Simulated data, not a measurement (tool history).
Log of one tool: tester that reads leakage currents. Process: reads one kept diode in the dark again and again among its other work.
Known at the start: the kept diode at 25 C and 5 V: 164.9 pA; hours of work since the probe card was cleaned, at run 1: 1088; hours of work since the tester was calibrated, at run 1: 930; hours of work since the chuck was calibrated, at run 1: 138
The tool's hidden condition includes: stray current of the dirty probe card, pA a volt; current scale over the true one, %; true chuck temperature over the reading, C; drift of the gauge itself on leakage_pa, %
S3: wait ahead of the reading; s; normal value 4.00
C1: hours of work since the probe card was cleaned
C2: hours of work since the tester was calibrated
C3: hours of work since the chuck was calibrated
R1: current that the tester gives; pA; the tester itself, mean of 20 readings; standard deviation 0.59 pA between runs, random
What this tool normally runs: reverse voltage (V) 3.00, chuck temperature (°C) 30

{"run": 1, "hour": 0.0, "reverse voltage (V)": 3.0, "chuck temperature (°C)": 30, "S3": 4.0, "C1": 1088, "C2": 930, "C3": 138, "R1": 206.67}
{"run": 2, "hour": 48.8, "reverse voltage (V)": 3.0, "chuck temperature (°C)": 30, "S3": 3.6, "C1": 1119, "C2": 961, "C3": 169, "R1": 206.46}
{"run": 3, "hour": 98.1, "reverse voltage (V)": 3.0, "chuck temperature (°C)": 30, "S3": 4.0, "C1": 1150, "C2": 993, "C3": 200, "R1": 206.16}
{"run": 4, "hour": 156.3, "reverse voltage (V)": 3.0, "chuck temperature (°C)": 30, "S3": 4.0, "C1": 1187, "C2": 1030, "C3": 237, "R1": 209.14}
{"run": 5, "hour": 203.7, "reverse voltage (V)": 3.0, "chuck temperature (°C)": 30, "S3": 4.0, "C1": 1217, "C2": 1060, "C3": 268, "R1": 209.61}
{"run": 6, "hour": 243.3, "reverse voltage (V)": 3.0, "chuck temperature (°C)": 30, "S3": 4.0, "C1": 1242, "C2": 1085, "C3": 293, "R1": 211.29}
{"run": 7, "hour": 299.5, "reverse voltage (V)": 3.0, "chuck temperature (°C)": 30, "S3": 4.0, "C1": 1278, "C2": 1121, "C3": 328, "R1": 211.93}
{"run": 8, "hour": 336.1, "reverse voltage (V)": 3.0, "chuck temperature (°C)": 30, "S3": 4.0, "C1": 1301, "C2": 1144, "C3": 352, "R1": 212.2}
{"run": 9, "hour": 369.3, "reverse voltage (V)": 3.0, "chuck temperature (°C)": 44, "S3": 4.0, "C1": 1323, "C2": 1165, "C3": 373, "R1": 636.95}
{"run": 10, "hour": 432.3, "reverse voltage (V)": 3.0, "chuck temperature (°C)": 37, "S3": 4.0, "C1": 1363, "C2": 1205, "C3": 413, "R1": 374.29}
{"run": 11, "hour": 494.6, "reverse voltage (V)": 3.0, "chuck temperature (°C)": 58, "S3": 4.0, "C1": 1402, "C2": 1245, "C3": 452, "R1": 1756.25}
{"run": 12, "hour": 522.7, "reverse voltage (V)": 3.0, "chuck temperature (°C)": 30, "S3": 4.0, "C1": 1420, "C2": 1262, "C3": 470, "R1": 217.09}
{"run": 13, "hour": 564.1, "reverse voltage (V)": 3.0, "chuck temperature (°C)": 30, "S3": 0.9, "C1": 1446, "C2": 1289, "C3": 496, "R1": 216.28}
{"run": 14, "hour": 590.6, "reverse voltage (V)": 11.3, "chuck temperature (°C)": 39, "S3": 1.25, "C1": 1463, "C2": 1306, "C3": 513, "R1": 841.12}
{"run": 15, "hour": 652.9, "reverse voltage (V)": 1.04, "chuck temperature (°C)": 23, "S3": 1.25, "C1": 1503, "C2": 1345, "C3": 553, "R1": 73.4}
{"run": 16, "hour": 708.9, "reverse voltage (V)": 2.68, "chuck temperature (°C)": 21, "S3": 0.34, "C1": 1538, "C2": 1381, "C3": 588, "R1": 101.29}
{"run": 17, "hour": 767.4, "reverse voltage (V)": 19.55, "chuck temperature (°C)": 31, "S3": 0.46, "C1": 1575, "C2": 1418, "C3": 626, "R1": 611.91}

Run 18, settings as shown, results not yet in. Your forecast:
{"run": 18, "hour": 809.7, "reverse voltage (V)": 19.55, "chuck temperature (°C)": 31, "S3": 0.46, "C1": 1602, "C2": 1445, "C3": 653, "R1": "?"}

R1: 611.32 pA
Without the tool's hidden state the same run would have given R1 529.39 pA.
